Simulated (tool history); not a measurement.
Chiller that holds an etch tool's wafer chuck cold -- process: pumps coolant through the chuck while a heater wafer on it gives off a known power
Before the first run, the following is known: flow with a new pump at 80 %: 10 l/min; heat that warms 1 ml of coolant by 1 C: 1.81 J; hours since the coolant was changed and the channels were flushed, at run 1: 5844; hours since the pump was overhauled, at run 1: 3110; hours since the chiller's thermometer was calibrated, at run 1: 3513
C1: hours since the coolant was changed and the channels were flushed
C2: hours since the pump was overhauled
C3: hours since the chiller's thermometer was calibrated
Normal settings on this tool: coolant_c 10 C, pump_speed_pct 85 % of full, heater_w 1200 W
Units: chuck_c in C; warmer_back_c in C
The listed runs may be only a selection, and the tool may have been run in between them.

run 1 hour=0 | coolant_c=10 pump_speed_pct=85 heater_w=1200 | C1=5844 C2=3110 C3=3513 | chuck_c=22.1 warmer_back_c=3.92
-- hour=85.4 coolant changed, channels flushed
run 2 hour=146.9 | coolant_c=10 pump_speed_pct=85 heater_w=1200 | C1=61 C2=3251 C3=3654 | chuck_c=20.1 warmer_back_c=3.89
run 3 hour=267.6 | coolant_c=10 pump_speed_pct=85 heater_w=1200 | C1=182 C2=3372 C3=3775 | chuck_c=20.1 warmer_back_c=3.89
run 4 hour=387.3 | coolant_c=10 pump_speed_pct=85 heater_w=1200 | C1=302 C2=3491 C3=3894 | chuck_c=20.3 warmer_back_c=3.88
run 5 hour=529.4 | coolant_c=10 pump_speed_pct=85 heater_w=1200 | C1=444 C2=3634 C3=4036 | chuck_c=20.3 warmer_back_c=3.8
-- hour=545.7 chiller's thermometer calibrated
run 6 hour=667.8 | coolant_c=10 pump_speed_pct=85 heater_w=1200 | C1=581 C2=3771 C3=122 | chuck_c=20.8 warmer_back_c=3.91
run 7 hour=797.9 | coolant_c=10 pump_speed_pct=85 heater_w=1200 | C1=711 C2=3901 C3=252 | chuck_c=21 warmer_back_c=3.89
run 8 hour=906.8 | coolant_c=10 pump_speed_pct=85 heater_w=1200 | C1=820 C2=4010 C3=361 | chuck_c=21 warmer_back_c=3.86
run 9 hour=965.1 | coolant_c=10 pump_speed_pct=85 heater_w=1200 | C1=879 C2=4068 C3=419 | chuck_c=20.8 warmer_back_c=3.88
run 10 hour=1060.2 | coolant_c=10 pump_speed_pct=85 heater_w=1200 | C1=974 C2=4163 C3=514 | chuck_c=20.9 warmer_back_c=3.9
run 11 hour=1189 | coolant_c=10 pump_speed_pct=85 heater_w=1200 | C1=1103 C2=4292 C3=643 | chuck_c=20.8 warmer_back_c=3.91
run 12 hour=1271.8 | coolant_c=10 pump_speed_pct=85 heater_w=1007 | C1=1185 C2=4375 C3=726 | chuck_c=19.1 warmer_back_c=3.28
run 13 hour=1383.4 | coolant_c=10 pump_speed_pct=85 heater_w=1007 | C1=1297 C2=4487 C3=838 | chuck_c=19.2 warmer_back_c=3.31
run 14 hour=1473.7 | coolant_c=10 pump_speed_pct=85 heater_w=1007 | C1=1387 C2=4577 C3=928 | chuck_c=19 warmer_back_c=3.32
run 15 hour=1536.5 | coolant_c=10 pump_speed_pct=67 heater_w=1168 | C1=1450 C2=4640 C3=991 | chuck_c=22.3 warmer_back_c=4.9
run 16 hour=1596.3 | coolant_c=10 pump_speed_pct=67 heater_w=1168 | C1=1510 C2=4699 C3=1051 | chuck_c=22.2 warmer_back_c=4.9
run 17 hour=1685.2 | coolant_c=19 pump_speed_pct=85 heater_w=1318 | C1=1599 C2=4788 C3=1139 | chuck_c=31.2 warmer_back_c=4.33
run 18 hour=1803.9 | coolant_c=13 pump_speed_pct=97 heater_w=623 | C1=1717 C2=4907 C3=1258 | chuck_c=18.3 warmer_back_c=1.78
run 19 hour=1920.7 | coolant_c=11 pump_speed_pct=97 heater_w=1058 | C1=1834 C2=5024 C3=1375 | chuck_c=20.1 warmer_back_c=3.09
run 20 hour=2021.3 | coolant_c=2 pump_speed_pct=72 heater_w=742 | C1=1935 C2=5125 C3=1476 | chuck_c=9.5 warmer_back_c=2.86
run 21 hour=2127.2 | coolant_c=2 pump_speed_pct=72 heater_w=742 | C1=2041 C2=5230 C3=1581 | chuck_c=9.3 warmer_back_c=2.92
run 22 hour=2265.3 | coolant_c=10 pump_speed_pct=85 heater_w=1457 | C1=2179 C2=5369 C3=1720 | chuck_c=23.5 warmer_back_c=4.79
run 23 hour=2379.1 | coolant_c=10 pump_speed_pct=85 heater_w=1457 | C1=2293 C2=5482 C3=1833 | chuck_c=23.6 warmer_back_c=4.84
run 24 hour=2465.3 | coolant_c=10 pump_speed_pct=85 heater_w=1457 | C1=2379 C2=5569 C3=1920 | chuck_c=23.7 warmer_back_c=4.85
run 25 hour=2573.1 | coolant_c=13 pump_speed_pct=85 heater_w=873 | C1=2487 C2=5676 C3=2027 | chuck_c=21.2 warmer_back_c=2.89
run 26 hour=2710.7 | coolant_c=10 pump_speed_pct=85 heater_w=1486 | C1=2624 C2=5814 C3=2165 | chuck_c=24 warmer_back_c=4.88
run 27 hour=2811.2 | coolant_c=12 pump_speed_pct=85 heater_w=1349 | C1=2725 C2=5914 C3=2265 | chuck_c=24.7 warmer_back_c=4.46
run 28 hour=2908.7 | coolant_c=10 pump_speed_pct=70 heater_w=622 | C1=2822 C2=6012 C3=2363 | chuck_c=16.5 warmer_back_c=2.49

Some steps in chuck_c, run to run, broken into two amounts with sign: the step expected even without the hidden condition (settings, incoming material, random variation), and the rest, left for the hidden condition together with whatever gauge scatter is not in both the measured and the hidden-condition-free result:
Unlogged tool condition in this case: heat passed by the chuck's channels, % of clean ones'; flow at a given pump speed, % of a new pump's; coolant's true temperature over the reading, C; drift of the gauge itself on chuck_c, C; drift of the gauge itself on warmer_back_c, C.
Run 1 -> 2: coolant changed, channels flushed. chuck_c -2 C: hidden state -2.2, all else +0.2.
Run 17 -> 18: coolant_c 19 -> 13, pump_speed_pct 85 -> 97, heater_w 1318 -> 623. chuck_c -12.9 C: hidden state -0.6, all else -12.3.
Run 21 -> 22: coolant_c 2 -> 10, pump_speed_pct 72 -> 85, heater_w 742 -> 1457. chuck_c +14.2 C: hidden state +0.6, all else +13.6.
Run 27 -> 28: coolant_c 12 -> 10, pump_speed_pct 85 -> 70, heater_w 1349 -> 622. chuck_c -8.2 C: hidden state -0.8, all else -7.4.
